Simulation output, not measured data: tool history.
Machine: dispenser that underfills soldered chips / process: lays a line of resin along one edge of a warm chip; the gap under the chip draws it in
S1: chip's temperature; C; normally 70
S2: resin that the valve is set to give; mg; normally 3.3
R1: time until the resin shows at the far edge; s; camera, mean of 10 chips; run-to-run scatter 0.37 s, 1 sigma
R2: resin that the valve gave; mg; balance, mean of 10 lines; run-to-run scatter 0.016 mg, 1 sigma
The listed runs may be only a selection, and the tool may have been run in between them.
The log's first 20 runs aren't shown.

| run | day | S1 | S2 | R1 | R2 |
|---|---|---|---|---|---|
|  | 6.525 | new syringe of resin |
| 21 | 6.525 | 68 | 3.78 | 25.5 | 3.58 |
|  | 6.771 | dispensing valve cleaned and set on the balance |
| 22 | 6.771 | 79 | 3.55 | 21.5 | 3.54 |
| 23 | 7.029 | 83 | 3.42 | 26 | 3.42 |
|  | 7.108 | new syringe of resin |
| 24 | 7.258 | 83 | 3.42 | 17.4 | 3.39 |
|  | 7.671 | new syringe of resin |
| 25 | 7.696 | 57 | 4.26 | 41.7 | 4.19 |
| 26 | 8.088 | 57 | 4.26 | 72.4 | 4.18 |
|  | 8.233 | new syringe of resin |
| 27 | 8.375 | 73 | 3.06 | 26.1 | 2.95 |
| 28 | 8.683 | 73 | 3.06 | 38.7 | 2.98 |
|  | 8.783 | new syringe of resin |
| 29 | 8.996 | 77 | 2.88 | 23.6 | 2.76 |
|  | 9.333 | new syringe of resin |
| 30 | 9.333 | 60 | 4.15 | 35.3 | 3.98 |
| 31 | 9.604 | 65 | 2.82 | 43.3 | 2.68 |
|  | 9.688 | stage's temperature calibrated |
|  | 9.917 | new syringe of resin |
| 32 | 10.088 | 65 | 2.82 | 35.3 | 2.68 |
|  | 10.458 | new syringe of resin |
| 33 | 10.504 | 78 | 3.2 | 17.3 | 3 |
| 34 | 10.833 | 83 | 4.16 | 21.3 | 3.91 |

Here are 4 independent what-if runs from the current tool condition. What would each one return?
|  | 10.908 | dispensing valve cleaned and set on the balance |
|  | 11.062 | new syringe of resin |
| A | 11.233 | 65 | 4.16 | ? | ? |
|  | 10.908 | dispensing valve cleaned and set on the balance |
|  | 11.062 | new syringe of resin |
| B | 11.233 | 64 | 3.1 | ? | ? |
|  | 10.908 | dispensing valve cleaned and set on the balance |
|  | 11.062 | new syringe of resin |
| C | 11.233 | 66 | 3.85 | ? | ? |
|  | 10.908 | dispensing valve cleaned and set on the balance |
|  | 11.062 | new syringe of resin |
| D | 11.233 | 70 | 3.94 | ? | ? |

| run | R1 | R2 |
|---|---|---|
| A | 33.7 | 4.16 |
| B | 35.7 | 3.08 |
| C | 33.2 | 3.8 |
| D | 26.8 | 3.93 |
The same runs, with their run-to-run variation unchanged, on a tool lacking any hidden condition would have given:
| run | R1 | R2 |
|---|---|---|
| A | 26.6 | 4.18 |
| B | 28.1 | 3.09 |
| C | 26.2 | 3.82 |
| D | 21.1 | 3.95 |
